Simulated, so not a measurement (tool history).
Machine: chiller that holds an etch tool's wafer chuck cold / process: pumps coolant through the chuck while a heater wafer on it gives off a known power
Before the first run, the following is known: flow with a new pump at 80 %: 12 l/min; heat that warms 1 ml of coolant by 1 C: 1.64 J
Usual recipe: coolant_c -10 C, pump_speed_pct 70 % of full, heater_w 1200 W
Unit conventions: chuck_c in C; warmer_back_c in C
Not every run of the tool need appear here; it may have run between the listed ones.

run 1 hour=0.0 | coolant_c=-10 pump_speed_pct=70 heater_w=1200 | chuck_c=-0.1 warmer_back_c=4.25
run 2 hour=21.1 | coolant_c=-10 pump_speed_pct=70 heater_w=1200 | chuck_c=-0.3 warmer_back_c=4.20
run 3 hour=50.1 | coolant_c=-10 pump_speed_pct=70 heater_w=1200 | chuck_c=0.0 warmer_back_c=4.19
run 4 hour=75.9 | coolant_c=-10 pump_speed_pct=70 heater_w=1200 | chuck_c=0.1 warmer_back_c=4.16
run 5 hour=99.0 | coolant_c=-10 pump_speed_pct=70 heater_w=1200 | chuck_c=0.0 warmer_back_c=4.13
run 6 hour=122.9 | coolant_c=-10 pump_speed_pct=70 heater_w=1200 | chuck_c=-0.1 warmer_back_c=4.16
run 7 hour=152.1 | coolant_c=-10 pump_speed_pct=70 heater_w=1200 | chuck_c=0.0 warmer_back_c=4.18
run 8 hour=172.2 | coolant_c=-10 pump_speed_pct=70 heater_w=1200 | chuck_c=-0.1 warmer_back_c=4.14
run 9 hour=201.8 | coolant_c=-9 pump_speed_pct=95 heater_w=686 | chuck_c=-4.4 warmer_back_c=1.66
run 10 hour=223.0 | coolant_c=-9 pump_speed_pct=95 heater_w=686 | chuck_c=-4.4 warmer_back_c=1.66
run 11 hour=237.8 | coolant_c=-10 pump_speed_pct=95 heater_w=686 | chuck_c=-5.4 warmer_back_c=1.64
run 12 hour=267.9 | coolant_c=-13 pump_speed_pct=95 heater_w=1539 | chuck_c=-2.7 warmer_back_c=3.80
run 13 hour=291.5 | coolant_c=0 pump_speed_pct=77 heater_w=737 | chuck_c=5.6 warmer_back_c=2.17
run 14 hour=321.1 | coolant_c=-3 pump_speed_pct=85 heater_w=1364 | chuck_c=6.9 warmer_back_c=3.76
run 15 hour=343.5 | coolant_c=-19 pump_speed_pct=63 heater_w=1200 | chuck_c=-8.3 warmer_back_c=4.55

Here are 3 independent what-if runs from the current tool condition. What would each one return?
run A hour=357.9 | coolant_c=-19 pump_speed_pct=96 heater_w=1200 | chuck_c=? warmer_back_c=?
run B hour=357.9 | coolant_c=-17 pump_speed_pct=65 heater_w=778 | chuck_c=? warmer_back_c=?
run C hour=357.9 | coolant_c=-9 pump_speed_pct=83 heater_w=1024 | chuck_c=? warmer_back_c=?

run=A chuck_c=-11.0 warmer_back_c=2.85
run=B chuck_c=-10.1 warmer_back_c=2.82
run=C chuck_c=-1.6 warmer_back_c=2.85
Stripped of hidden state, with their random variation kept, the same runs would have yielded:
run=A chuck_c=-11.0 warmer_back_c=2.99
run=B chuck_c=-10.2 warmer_back_c=2.96
run=C chuck_c=-1.6 warmer_back_c=2.99
